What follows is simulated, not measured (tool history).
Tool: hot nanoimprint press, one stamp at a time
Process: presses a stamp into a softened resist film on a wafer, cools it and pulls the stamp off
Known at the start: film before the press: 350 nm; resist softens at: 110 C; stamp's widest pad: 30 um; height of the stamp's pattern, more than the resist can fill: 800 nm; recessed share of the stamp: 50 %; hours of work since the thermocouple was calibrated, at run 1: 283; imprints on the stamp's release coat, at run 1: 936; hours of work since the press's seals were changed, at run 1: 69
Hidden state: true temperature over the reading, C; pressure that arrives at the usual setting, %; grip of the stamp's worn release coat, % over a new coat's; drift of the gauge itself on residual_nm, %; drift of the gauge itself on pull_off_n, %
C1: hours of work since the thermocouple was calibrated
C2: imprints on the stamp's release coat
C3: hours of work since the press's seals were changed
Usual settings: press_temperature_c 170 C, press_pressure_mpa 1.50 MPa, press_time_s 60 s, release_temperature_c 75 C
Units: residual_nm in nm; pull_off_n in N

run 1 hour=0.0 | press_temperature_c=170 press_pressure_mpa=1.50 press_time_s=60 release_temperature_c=75 | C1=283 C2=936 C3=69 | residual_nm=190.3 pull_off_n=226
run 2 hour=8.2 | press_temperature_c=170 press_pressure_mpa=1.50 press_time_s=60 release_temperature_c=75 | C1=288 C2=954 C3=75 | residual_nm=189.5 pull_off_n=232
run 3 hour=18.3 | press_temperature_c=170 press_pressure_mpa=1.50 press_time_s=60 release_temperature_c=75 | C1=295 C2=975 C3=82 | residual_nm=189.7 pull_off_n=223
run 4 hour=26.7 | press_temperature_c=170 press_pressure_mpa=1.50 press_time_s=60 release_temperature_c=75 | C1=301 C2=993 C3=87 | residual_nm=188.6 pull_off_n=233
run 5 hour=39.1 | press_temperature_c=170 press_pressure_mpa=1.50 press_time_s=60 release_temperature_c=75 | C1=309 C2=1019 C3=95 | residual_nm=190.1 pull_off_n=229
run 6 hour=44.9 | press_temperature_c=170 press_pressure_mpa=1.50 press_time_s=116 release_temperature_c=75 | C1=313 C2=1032 C3=99 | residual_nm=153.0 pull_off_n=225
run 7 hour=54.4 | press_temperature_c=170 press_pressure_mpa=1.50 press_time_s=116 release_temperature_c=75 | C1=319 C2=1052 C3=106 | residual_nm=152.6 pull_off_n=227
run 8 hour=67.8 | press_temperature_c=170 press_pressure_mpa=2.30 press_time_s=60 release_temperature_c=75 | C1=328 C2=1080 C3=115 | residual_nm=149.2 pull_off_n=233
run 9 hour=77.3 | press_temperature_c=170 press_pressure_mpa=1.50 press_time_s=60 release_temperature_c=72 | C1=334 C2=1100 C3=121 | residual_nm=188.2 pull_off_n=233
run 10 hour=89.5 | press_temperature_c=170 press_pressure_mpa=0.92 press_time_s=60 release_temperature_c=75 | C1=342 C2=1126 C3=129 | residual_nm=235.4 pull_off_n=228
run 11 hour=97.0 | press_temperature_c=170 press_pressure_mpa=0.92 press_time_s=60 release_temperature_c=75 | C1=347 C2=1142 C3=134 | residual_nm=237.9 pull_off_n=227
run 12 hour=104.5 | press_temperature_c=167 press_pressure_mpa=2.12 press_time_s=60 release_temperature_c=75 | C1=353 C2=1158 C3=139 | residual_nm=175.5 pull_off_n=225
run 13 hour=115.1 | press_temperature_c=160 press_pressure_mpa=1.21 press_time_s=31 release_temperature_c=75 | C1=360 C2=1180 C3=146 | residual_nm=306.0 pull_off_n=229
run 14 hour=127.0 | press_temperature_c=160 press_pressure_mpa=1.21 press_time_s=31 release_temperature_c=75 | C1=368 C2=1206 C3=154 | residual_nm=303.2 pull_off_n=227
run 15 hour=141.0 | press_temperature_c=160 press_pressure_mpa=1.21 press_time_s=31 release_temperature_c=75 | C1=377 C2=1235 C3=164 | residual_nm=302.9 pull_off_n=230
run 16 hour=151.2 | press_temperature_c=166 press_pressure_mpa=1.50 press_time_s=34 release_temperature_c=72 | C1=384 C2=1257 C3=170 | residual_nm=247.3 pull_off_n=230
run 17 hour=157.3 | press_temperature_c=169 press_pressure_mpa=1.32 press_time_s=40 release_temperature_c=67 | C1=388 C2=1270 C3=174 | residual_nm=229.9 pull_off_n=244
run 18 hour=166.0 | press_temperature_c=169 press_pressure_mpa=2.36 press_time_s=71 release_temperature_c=67 | C1=394 C2=1288 C3=180 | residual_nm=144.4 pull_off_n=245
run 19 hour=174.0 | press_temperature_c=170 press_pressure_mpa=1.89 press_time_s=60 release_temperature_c=62 | C1=399 C2=1305 C3=186 | residual_nm=166.0 pull_off_n=255
run 20 hour=181.0 | press_temperature_c=163 press_pressure_mpa=1.50 press_time_s=60 release_temperature_c=75 | C1=404 C2=1320 C3=190 | residual_nm=236.6 pull_off_n=229

3 ways to go on from here, each from the tool as it stands after run 20. What would each give?
run A hour=187.7 | press_temperature_c=170 press_pressure_mpa=1.50 press_time_s=43 release_temperature_c=78 | C1=408 C2=1334 C3=195 | residual_nm=? pull_off_n=?
run B hour=187.7 | press_temperature_c=163 press_pressure_mpa=1.50 press_time_s=39 release_temperature_c=72 | C1=408 C2=1334 C3=195 | residual_nm=? pull_off_n=?
run C hour=187.7 | press_temperature_c=180 press_pressure_mpa=2.40 press_time_s=60 release_temperature_c=77 | C1=408 C2=1334 C3=195 | residual_nm=? pull_off_n=?

run=A residual_nm=206.8 pull_off_n=223
run=B residual_nm=259.9 pull_off_n=234
run=C residual_nm=98.4 pull_off_n=230
Without the tool's hidden state the same runs would have given:
run=A residual_nm=209.7 pull_off_n=221
run=B residual_nm=263.7 pull_off_n=232
run=C residual_nm=99.7 pull_off_n=229

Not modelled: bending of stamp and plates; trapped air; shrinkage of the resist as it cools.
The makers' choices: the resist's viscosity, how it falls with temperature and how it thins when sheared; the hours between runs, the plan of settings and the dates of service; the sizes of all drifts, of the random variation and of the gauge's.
